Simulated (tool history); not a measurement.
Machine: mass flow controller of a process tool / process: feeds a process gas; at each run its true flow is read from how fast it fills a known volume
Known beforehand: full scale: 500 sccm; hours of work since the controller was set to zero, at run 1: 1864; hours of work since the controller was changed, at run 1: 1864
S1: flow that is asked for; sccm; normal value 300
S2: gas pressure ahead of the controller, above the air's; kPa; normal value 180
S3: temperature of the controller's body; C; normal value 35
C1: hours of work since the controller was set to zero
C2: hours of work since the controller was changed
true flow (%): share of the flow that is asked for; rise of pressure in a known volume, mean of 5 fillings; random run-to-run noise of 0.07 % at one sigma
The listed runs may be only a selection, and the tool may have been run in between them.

run 1 day=0.000 | S1=300 S2=180 S3=35 | C1=1864 C2=1864 | true_flow_(%)=98.44
run 2 day=11.233 | S1=392 S2=180 S3=35 | C1=2058 C2=2058 | true_flow_(%)=98.62
run 3 day=32.025 | S1=102 S2=180 S3=35 | C1=2419 C2=2419 | true_flow_(%)=99.09
run 4 day=45.004 | S1=102 S2=180 S3=35 | C1=2644 C2=2644 | true_flow_(%)=99.24
run 5 day=60.333 | S1=300 S2=192 S3=35 | C1=2910 C2=2910 | true_flow_(%)=98.65
run 6 day=71.075 | S1=300 S2=180 S3=35 | C1=3096 C2=3096 | true_flow_(%)=98.60
run 7 day=88.162 | S1=300 S2=180 S3=27 | C1=3393 C2=3393 | true_flow_(%)=99.26
run 8 day=103.304 | S1=300 S2=180 S3=27 | C1=3655 C2=3655 | true_flow_(%)=99.19
run 9 day=112.554 | S1=255 S2=180 S3=23 | C1=3816 C2=3816 | true_flow_(%)=99.69
run 10 day=122.667 | S1=255 S2=269 S3=21 | C1=3991 C2=3991 | true_flow_(%)=100.65
run 11 day=139.858 | S1=122 S2=180 S3=35 | C1=4290 C2=4290 | true_flow_(%)=99.36
run 12 day=153.029 | S1=300 S2=223 S3=35 | C1=4518 C2=4518 | true_flow_(%)=98.88
run 13 day=170.912 | S1=92 S2=180 S3=36 | C1=4828 C2=4828 | true_flow_(%)=100.23
run 14 day=179.888 | S1=77 S2=270 S3=35 | C1=4984 C2=4984 | true_flow_(%)=101.64
run 15 day=197.921 | S1=300 S2=252 S3=28 | C1=5297 C2=5297 | true_flow_(%)=99.88

Below are 4 alternative next runs, each starting from the tool's condition after run 15. Predict each:
run A day=217.621 | S1=95 S2=180 S3=33 | C1=5638 C2=5638 | true_flow_(%)=?
run B day=217.621 | S1=300 S2=152 S3=29 | C1=5638 C2=5638 | true_flow_(%)=?
run C day=217.621 | S1=363 S2=167 S3=28 | C1=5638 C2=5638 | true_flow_(%)=?
run D day=217.621 | S1=300 S2=142 S3=28 | C1=5638 C2=5638 | true_flow_(%)=?

run=A true_flow_(%)=100.83
run=B true_flow_(%)=98.98
run=C true_flow_(%)=99.14
run=D true_flow_(%)=99.09
With no hidden state in the tool, these same runs would have given:
run=A true_flow_(%)=98.46
run=B true_flow_(%)=98.92
run=C true_flow_(%)=99.27
run=D true_flow_(%)=99.03
